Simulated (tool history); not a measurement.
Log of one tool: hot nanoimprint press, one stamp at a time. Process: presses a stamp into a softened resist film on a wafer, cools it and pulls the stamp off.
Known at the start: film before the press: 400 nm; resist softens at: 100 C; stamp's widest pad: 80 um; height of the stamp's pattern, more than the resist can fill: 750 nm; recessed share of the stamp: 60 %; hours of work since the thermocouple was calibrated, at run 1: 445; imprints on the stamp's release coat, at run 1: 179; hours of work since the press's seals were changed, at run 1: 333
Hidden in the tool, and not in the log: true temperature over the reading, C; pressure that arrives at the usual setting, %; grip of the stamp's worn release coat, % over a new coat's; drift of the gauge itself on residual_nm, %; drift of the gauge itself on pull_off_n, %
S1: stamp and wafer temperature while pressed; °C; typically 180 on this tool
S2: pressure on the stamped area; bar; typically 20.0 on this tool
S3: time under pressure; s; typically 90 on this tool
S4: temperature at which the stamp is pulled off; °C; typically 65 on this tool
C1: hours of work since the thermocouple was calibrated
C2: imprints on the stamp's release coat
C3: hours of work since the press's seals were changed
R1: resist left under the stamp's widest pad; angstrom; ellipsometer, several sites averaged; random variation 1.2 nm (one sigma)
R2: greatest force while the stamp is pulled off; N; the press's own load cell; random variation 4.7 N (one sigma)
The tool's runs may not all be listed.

run,hour,S1,S2,S3,S4,C1,C2,C3,R1,R2
1,0.0,180,20.0,90,65,445,179,333,2203,254
2,16.2,180,20.0,90,65,455,219,343,2172,251
3,27.8,180,20.0,90,65,462,248,350,2203,262
4,36.8,180,20.0,90,65,468,271,356,2174,257
5,52.5,180,20.0,90,65,478,310,366,2197,258
6,63.0,180,20.0,90,65,484,337,372,2197,255
7,79.7,178,20.0,90,65,494,378,383,2397,259
8,86.9,178,20.0,90,65,499,396,387,2395,276
9,94.3,178,20.0,90,65,504,415,392,2381,271
10,104.5,180,20.0,90,65,510,440,398,2219,262
# hour 109.7: plate thermocouple calibrated
11,116.2,180,20.0,90,65,4,462,403,2306,271
12,132.0,180,20.0,90,65,14,502,413,2271,284
# hour 136.1: plate thermocouple calibrated, once more
13,151.4,180,20.0,90,65,10,543,423,2047,269
14,160.0,180,20.0,90,60,15,564,429,2067,314
15,173.6,180,20.0,47,65,23,598,437,2541,266
16,189.7,180,20.0,47,65,33,638,447,2552,272
17,200.1,180,20.0,47,65,40,665,454,2538,269
18,207.3,176,14.4,76,65,44,683,458,2833,275
19,221.0,180,12.2,81,65,53,717,467,2544,278
20,228.3,188,16.6,64,50,57,735,471,1798,395
21,237.4,168,21.2,51,56,63,758,477,3426,353
22,248.8,168,14.6,51,69,70,786,484,3624,248
23,257.2,192,14.3,94,70,75,808,489,1411,247
24,271.2,182,20.0,90,65,84,842,498,1900,293
25,287.5,172,20.0,58,65,94,883,508,3104,289
26,296.5,172,20.0,58,62,100,906,513,3103,305
27,309.6,174,17.0,58,52,108,939,521,3080,399
28,321.4,174,17.0,58,52,115,968,529,3077,409
29,328.8,180,18.5,58,68,120,987,533,2496,269
30,336.5,169,12.6,61,70,124,1006,538,3579,268

Each row is a separate what-if for the run after 30, all from the same tool condition, not one after another. Results?
A,348.1,173,26.1,90,65,132,1035,545,?,?
B,348.1,180,20.0,90,52,132,1035,545,?,?
C,348.1,181,20.0,98,52,132,1035,545,?,?
D,348.1,180,30.2,90,65,132,1035,545,?,?

run,R1,R2
A,2526,299
B,2091,396
C,1953,399
D,1777,296
The same runs, with their run-to-run variation unchanged, on a tool lacking any hidden condition would have given:
run,R1,R2
A,2444,227
B,2022,302
C,1887,305
D,1700,225

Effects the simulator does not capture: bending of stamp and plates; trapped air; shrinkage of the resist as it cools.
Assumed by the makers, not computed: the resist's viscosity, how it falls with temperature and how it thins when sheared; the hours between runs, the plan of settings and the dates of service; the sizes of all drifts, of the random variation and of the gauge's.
